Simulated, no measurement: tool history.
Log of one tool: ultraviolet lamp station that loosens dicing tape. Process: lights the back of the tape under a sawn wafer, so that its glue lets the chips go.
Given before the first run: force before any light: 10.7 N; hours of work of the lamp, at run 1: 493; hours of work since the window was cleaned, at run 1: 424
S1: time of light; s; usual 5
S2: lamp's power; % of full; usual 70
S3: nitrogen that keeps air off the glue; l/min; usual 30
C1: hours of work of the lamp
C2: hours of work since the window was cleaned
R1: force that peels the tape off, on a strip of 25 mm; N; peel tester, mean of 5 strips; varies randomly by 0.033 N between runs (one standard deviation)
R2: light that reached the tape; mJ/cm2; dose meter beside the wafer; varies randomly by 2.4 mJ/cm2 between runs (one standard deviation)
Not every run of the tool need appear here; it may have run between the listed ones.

| run | day | S1 | S2 | S3 | C1 | C2 | R1 | R2 |
|---|---|---|---|---|---|---|---|---|
| 1 | 0.000 | 5 | 70 | 30 | 493 | 424 | 2.398 | 217 |
| 2 | 0.512 | 5 | 70 | 30 | 500 | 431 | 2.549 | 215 |
|  | 0.938 | window cleaned of glue's vapour |
| 3 | 1.000 | 5 | 70 | 30 | 506 | 1 | 1.928 | 250 |
| 4 | 1.467 | 5 | 70 | 30 | 512 | 7 | 1.911 | 251 |
| 5 | 2.288 | 5 | 70 | 30 | 523 | 18 | 1.988 | 250 |
| 6 | 2.792 | 5 | 70 | 21 | 530 | 25 | 2.398 | 242 |
| 7 | 3.229 | 5 | 70 | 21 | 536 | 31 | 2.364 | 246 |
| 8 | 4.150 | 5 | 70 | 21 | 548 | 43 | 2.430 | 249 |
| 9 | 4.971 | 5 | 70 | 21 | 559 | 54 | 2.444 | 244 |
| 10 | 5.512 | 5 | 70 | 21 | 567 | 61 | 2.424 | 243 |
| 11 | 6.496 | 5 | 70 | 30 | 580 | 74 | 2.055 | 242 |
| 12 | 7.233 | 9 | 70 | 42 | 590 | 84 | 0.529 | 437 |
| 13 | 7.858 | 9 | 70 | 42 | 598 | 93 | 0.520 | 436 |
| 14 | 8.404 | 5 | 95 | 30 | 605 | 100 | 1.210 | 320 |
| 15 | 9.421 | 6 | 78 | 30 | 619 | 114 | 1.260 | 321 |
| 16 | 10.467 | 6 | 78 | 30 | 633 | 128 | 1.279 | 316 |
| 17 | 10.933 | 3 | 92 | 47 | 639 | 134 | 2.305 | 186 |

For run 18, what comes out?
| 18 | 11.396 | 3 | 92 | 47 | 645 | 140 | ? | ? |

{"run 18": {"R1": 2.489, "R2": 185}}
On a tool with no hidden condition, and with the same random variation, this run would have come out at R1 1.942 N, R2 218 mJ/cm2.
